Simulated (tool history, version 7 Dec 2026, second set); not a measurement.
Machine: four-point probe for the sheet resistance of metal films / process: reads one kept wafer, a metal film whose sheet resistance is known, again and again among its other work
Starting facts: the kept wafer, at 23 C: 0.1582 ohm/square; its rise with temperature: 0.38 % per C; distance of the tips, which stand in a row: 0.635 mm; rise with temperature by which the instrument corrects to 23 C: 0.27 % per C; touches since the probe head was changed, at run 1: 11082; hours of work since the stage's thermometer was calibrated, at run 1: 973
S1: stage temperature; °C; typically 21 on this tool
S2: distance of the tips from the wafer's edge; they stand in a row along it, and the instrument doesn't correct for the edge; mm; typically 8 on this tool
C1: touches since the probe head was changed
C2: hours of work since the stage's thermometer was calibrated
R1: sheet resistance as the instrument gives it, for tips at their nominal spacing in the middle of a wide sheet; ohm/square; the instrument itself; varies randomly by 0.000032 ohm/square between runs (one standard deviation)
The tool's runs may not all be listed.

Run 1, hour 0: usual settings; C1 11082; C2 973. Result: R1 0.159001 ohm/square.
Run 2, hour 54.1: usual settings but S2 6 mm; C1 12134; C2 1005. Result: R1 0.159386 ohm/square.
Run 3, hour 94.6: usual settings but S1 29 °C; C1 12921; C2 1029. Result: R1 0.160315 ohm/square.
Run 4, hour 122.5: usual settings but S1 25 °C; C1 13462; C2 1045. Result: R1 0.159654 ohm/square.
Run 5, hour 146.5: usual settings but S1 25 °C; C1 13929; C2 1060. Result: R1 0.159633 ohm/square.
Run 6, hour 193.1: usual settings; C1 14835; C2 1087. Result: R1 0.158984 ohm/square.
Run 7, hour 249: usual settings but S2 3 mm; C1 15922; C2 1120. Result: R1 0.162214 ohm/square.
Run 8, hour 276.4: usual settings but S2 3 mm; C1 16454; C2 1136. Result: R1 0.162211 ohm/square.
Run 9, hour 326.3: usual settings but S2 17 mm; C1 17424; C2 1166. Result: R1 0.158596 ohm/square.
Run 10, hour 360.4: usual settings but S1 35 °C, S2 17 mm; C1 18085; C2 1186. Result: R1 0.160822 ohm/square.
Run 11, hour 384.7: usual settings; C1 18558; C2 1200. Result: R1 0.159071 ohm/square.
Run 12, hour 419.9: usual settings; C1 19243; C2 1221. Result: R1 0.159042 ohm/square.
Run 13, hour 446.4: usual settings but S2 13 mm; C1 19757; C2 1237. Result: R1 0.158703 ohm/square.
Run 14, hour 481.6: usual settings but S2 13 mm; C1 20440; C2 1258. Result: R1 0.158668 ohm/square.
Run 15, hour 511.9: usual settings but S2 13 mm; C1 21030; C2 1275. Result: R1 0.15868 ohm/square.
Run 16, hour 553.7: usual settings but S1 18 °C, S2 13 mm; C1 21843; C2 1300. Result: R1 0.158169 ohm/square.
Run 17, hour 599.5: usual settings; C1 22731; C2 1327. Result: R1 0.159094 ohm/square.
Run 18, hour 631.3: usual settings; C1 23351; C2 1346. Result: R1 0.159016 ohm/square.
Run 19, hour 667.1: usual settings; C1 24045; C2 1367. Result: R1 0.15904 ohm/square.
Run 20, hour 720.5: usual settings; C1 25084; C2 1399. Result: R1 0.159163 ohm/square.
Run 21, hour 750: usual settings; C1 25657; C2 1416. Result: R1 0.159124 ohm/square.
Run 22, hour 789: usual settings; C1 26413; C2 1439. Result: R1 0.159144 ohm/square.
Run 23, hour 824.2: usual settings but S2 25 mm; C1 27098; C2 1460. Result: R1 0.158642 ohm/square.
Run 24, hour 856.1: usual settings but S2 33 mm; C1 27717; C2 1479. Result: R1 0.158666 ohm/square.
At hour 897.2: stage's thermometer calibrated.
Run 25, hour 904.9: usual settings but S1 22 °C, S2 4 mm; C1 28657; C2 5. Result: R1 0.161038 ohm/square.
Run 26, hour 936.1: usual settings but S1 28 °C, S2 5 mm; C1 29263; C2 23. Result: R1 0.161161 ohm/square.
At hour 984.3: stage's thermometer calibrated, once more.
Run 27, hour 990.8: usual settings but S1 28 °C, S2 5 mm; C1 30316; C2 4. Result: R1 0.16093 ohm/square.
Run 28, hour 1020.3: usual settings but S1 28 °C, S2 5 mm; C1 30889; C2 21. Result: R1 0.160909 ohm/square.
Run 29, hour 1073.4: usual settings but S1 28 °C, S2 5 mm; C1 31921; C2 53. Result: R1 0.160856 ohm/square.
Run 30, hour 1114.7: usual settings but S1 24 °C, S2 60 mm; C1 32725; C2 77. Result: R1 0.158916 ohm/square.
Run 31, hour 1166: usual settings but S1 25 °C, S2 46 mm; C1 33721; C2 107. Result: R1 0.159147 ohm/square.
Run 32, hour 1204.4: usual settings but S1 25 °C, S2 46 mm; C1 34467; C2 130. Result: R1 0.159137 ohm/square.
Run 33, hour 1235.8: usual settings but S1 25 °C, S2 46 mm; C1 35076; C2 149. Result: R1 0.159104 ohm/square.
Run 34, hour 1282.6: usual settings but S1 31 °C, S2 6 mm; C1 35986; C2 176. Result: R1 0.161083 ohm/square.
Run 35, hour 1310.2: usual settings but S1 31 °C, S2 66 mm; C1 36523; C2 193. Result: R1 0.160072 ohm/square.
Run 36, hour 1345.4: usual settings but S1 27 °C, S2 57 mm; C1 37207; C2 213. Result: R1 0.159521 ohm/square.
Run 37, hour 1388.5: usual settings but S1 27 °C, S2 57 mm; C1 38044; C2 239. Result: R1 0.159436 ohm/square.
Run 38, hour 1419.4: usual settings but S1 27 °C, S2 37 mm; C1 38645; C2 257. Result: R1 0.159518 ohm/square.
Run 39, hour 1464.1: usual settings but S1 27 °C, S2 14 mm; C1 39514; C2 283. Result: R1 0.159653 ohm/square.
Run 40, hour 1507.5: usual settings but S1 30 °C, S2 21 mm; C1 40357; C2 309. Result: R1 0.160081 ohm/square.
Run 41, hour 1562: usual settings but S1 32 °C, S2 56 mm; C1 41415; C2 341. Result: R1 0.160298 ohm/square.
Run 42, hour 1589.2: usual settings but S1 32 °C, S2 56 mm; C1 41945; C2 357. Result: R1 0.160318 ohm/square.
Run 43, hour 1637.7: usual settings but S1 32 °C, S2 56 mm; C1 42887; C2 386. Result: R1 0.160375 ohm/square.
Run 44, hour 1688.4: usual settings but S1 24 °C; C1 43871; C2 416. Result: R1 0.159534 ohm/square.
Run 45, hour 1736.9: usual settings but S1 31 °C, S2 3 mm; C1 44815; C2 445. Result: R1 0.163974 ohm/square.

Below are 4 alternative next runs, each starting from the tool's condition after run 45. Predict each:
Run A, hour 1784.9: usual settings but S1 34 °C, S2 3 mm; C1 45747; C2 473. Result: R1 ?.
Run B, hour 1784.9: usual settings but S1 31 °C, S2 4 mm; C1 45747; C2 473. Result: R1 ?.
Run C, hour 1784.9: usual settings but S1 27 °C, S2 64 mm; C1 45747; C2 473. Result: R1 ?.
Run D, hour 1784.9: usual settings but S1 23 °C, S2 3 mm; C1 45747; C2 473. Result: R1 ?.

run        R1
  A  0.164455
  B  0.162342
  C  0.159569
  D   0.16264
Take away the tool's hidden state, keep each run's random variation, and the runs would have read:
run        R1
  A  0.163713
  B  0.161608
  C  0.158846
  D  0.161904
